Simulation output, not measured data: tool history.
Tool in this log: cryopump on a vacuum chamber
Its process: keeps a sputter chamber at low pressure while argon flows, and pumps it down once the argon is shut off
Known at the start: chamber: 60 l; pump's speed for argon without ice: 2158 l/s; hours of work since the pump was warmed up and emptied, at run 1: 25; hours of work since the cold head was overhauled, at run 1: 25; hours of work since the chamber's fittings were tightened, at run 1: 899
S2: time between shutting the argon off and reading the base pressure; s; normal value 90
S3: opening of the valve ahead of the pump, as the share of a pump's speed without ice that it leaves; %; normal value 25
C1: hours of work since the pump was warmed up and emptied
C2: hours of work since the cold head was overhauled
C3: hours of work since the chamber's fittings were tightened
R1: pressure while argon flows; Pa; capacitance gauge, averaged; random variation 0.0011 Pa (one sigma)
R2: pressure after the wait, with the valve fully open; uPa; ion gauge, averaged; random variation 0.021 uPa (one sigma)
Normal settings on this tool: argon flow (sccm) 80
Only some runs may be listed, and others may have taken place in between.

run 1 hour=0 | argon_flow_(sccm)=80 S2=90 S3=25 | C1=25 C2=25 C3=899 | R1=0.2513 R2=0.99
run 2 hour=6.1 | argon_flow_(sccm)=80 S2=167 S3=25 | C1=29 C2=29 C3=904 | R1=0.2536 R2=0.89
run 3 hour=12.5 | argon_flow_(sccm)=76 S2=90 S3=25 | C1=34 C2=34 C3=908 | R1=0.2387 R2=0.98
run 4 hour=19.6 | argon_flow_(sccm)=80 S2=90 S3=25 | C1=39 C2=39 C3=913 | R1=0.2503 R2=1
run 5 hour=31.4 | argon_flow_(sccm)=80 S2=90 S3=25 | C1=47 C2=47 C3=921 | R1=0.2508 R2=1
run 6 hour=44.3 | argon_flow_(sccm)=80 S2=90 S3=25 | C1=56 C2=56 C3=930 | R1=0.252 R2=1
run 7 hour=52.5 | argon_flow_(sccm)=80 S2=46 S3=25 | C1=62 C2=62 C3=936 | R1=0.2532 R2=1.22
run 8 hour=64.8 | argon_flow_(sccm)=80 S2=90 S3=25 | C1=70 C2=70 C3=944 | R1=0.2505 R2=1.03
run 9 hour=78.9 | argon_flow_(sccm)=80 S2=90 S3=25 | C1=80 C2=80 C3=954 | R1=0.2527 R2=0.99
run 10 hour=86.6 | argon_flow_(sccm)=84 S2=90 S3=25 | C1=86 C2=86 C3=960 | R1=0.263 R2=1.02
run 11 hour=93.5 | argon_flow_(sccm)=84 S2=90 S3=25 | C1=90 C2=90 C3=964 | R1=0.2664 R2=1.01
run 12 hour=107.2 | argon_flow_(sccm)=84 S2=90 S3=25 | C1=100 C2=100 C3=974 | R1=0.2645 R2=0.96
run 13 hour=118.9 | argon_flow_(sccm)=84 S2=90 S3=25 | C1=108 C2=108 C3=982 | R1=0.2661 R2=1.04
run 14 hour=132.8 | argon_flow_(sccm)=160 S2=90 S3=25 | C1=118 C2=118 C3=992 | R1=0.504 R2=1.04
run 15 hour=145.6 | argon_flow_(sccm)=80 S2=151 S3=19 | C1=127 C2=127 C3=1001 | R1=0.3309 R2=0.97
run 16 hour=152.9 | argon_flow_(sccm)=80 S2=151 S3=19 | C1=132 C2=132 C3=1006 | R1=0.3323 R2=0.97
run 17 hour=166.7 | argon_flow_(sccm)=33 S2=25 S3=50 | C1=141 C2=141 C3=1016 | R1=0.0531 R2=1.71
run 18 hour=178.3 | argon_flow_(sccm)=33 S2=24 S3=50 | C1=149 C2=149 C3=1024 | R1=0.0524 R2=1.76
run 19 hour=188.4 | argon_flow_(sccm)=33 S2=97 S3=27 | C1=157 C2=157 C3=1031 | R1=0.097 R2=1.1
run 20 hour=200.8 | argon_flow_(sccm)=83 S2=126 S3=52 | C1=165 C2=165 C3=1039 | R1=0.1282 R2=0.96
run 21 hour=212.5 | argon_flow_(sccm)=83 S2=126 S3=36 | C1=173 C2=173 C3=1047 | R1=0.1841 R2=1.03
run 22 hour=222.1 | argon_flow_(sccm)=83 S2=126 S3=36 | C1=180 C2=180 C3=1054 | R1=0.1815 R2=1.03
run 23 hour=234.7 | argon_flow_(sccm)=83 S2=126 S3=36 | C1=189 C2=189 C3=1063 | R1=0.1832 R2=1.07
run 24 hour=246.8 | argon_flow_(sccm)=89 S2=126 S3=36 | C1=197 C2=197 C3=1071 | R1=0.1965 R2=1.07
run 25 hour=253.7 | argon_flow_(sccm)=35 S2=90 S3=34 | C1=202 C2=202 C3=1076 | R1=0.0826 R2=1.13
run 26 hour=264.5 | argon_flow_(sccm)=35 S2=90 S3=34 | C1=210 C2=210 C3=1084 | R1=0.0815 R2=1.09
run 27 hour=278.4 | argon_flow_(sccm)=133 S2=90 S3=25 | C1=219 C2=219 C3=1093 | R1=0.4201 R2=1.08
run 28 hour=285.9 | argon_flow_(sccm)=53 S2=37 S3=25 | C1=224 C2=224 C3=1099 | R1=0.1682 R2=1.52

Had the tool no unlogged condition, and each run kept its random variation, what would the results have been?
Unlogged tool condition in this case: pump's speed, % of a pump's without ice; cold plate's temperature, K; leak into the chamber, uPa l/s; drift of the gauge itself on working_pa, %; drift of the gauge itself on base_upa, %.
run=1 R1=0.2507 R2=0.42
run=2 R1=0.253 R2=0.3
run=3 R1=0.238 R2=0.4
run=4 R1=0.2496 R2=0.41
run=5 R1=0.2499 R2=0.4
run=6 R1=0.251 R2=0.39
run=7 R1=0.2522 R2=0.62
run=8 R1=0.2493 R2=0.42
run=9 R1=0.2514 R2=0.37
run=10 R1=0.2616 R2=0.39
run=11 R1=0.2649 R2=0.38
run=12 R1=0.263 R2=0.34
run=13 R1=0.2644 R2=0.39
run=14 R1=0.5006 R2=0.4
run=15 R1=0.3291 R2=0.3
run=16 R1=0.3304 R2=0.32
run=17 R1=0.0522 R2=1.04
run=18 R1=0.0515 R2=1.09
run=19 R1=0.0961 R2=0.41
run=20 R1=0.1258 R2=0.28
run=21 R1=0.1816 R2=0.32
run=22 R1=0.1789 R2=0.32
run=23 R1=0.1805 R2=0.35
run=24 R1=0.1935 R2=0.35
run=25 R1=0.0813 R2=0.39
run=26 R1=0.0803 R2=0.38
run=27 R1=0.4151 R2=0.33
run=28 R1=0.1662 R2=0.78
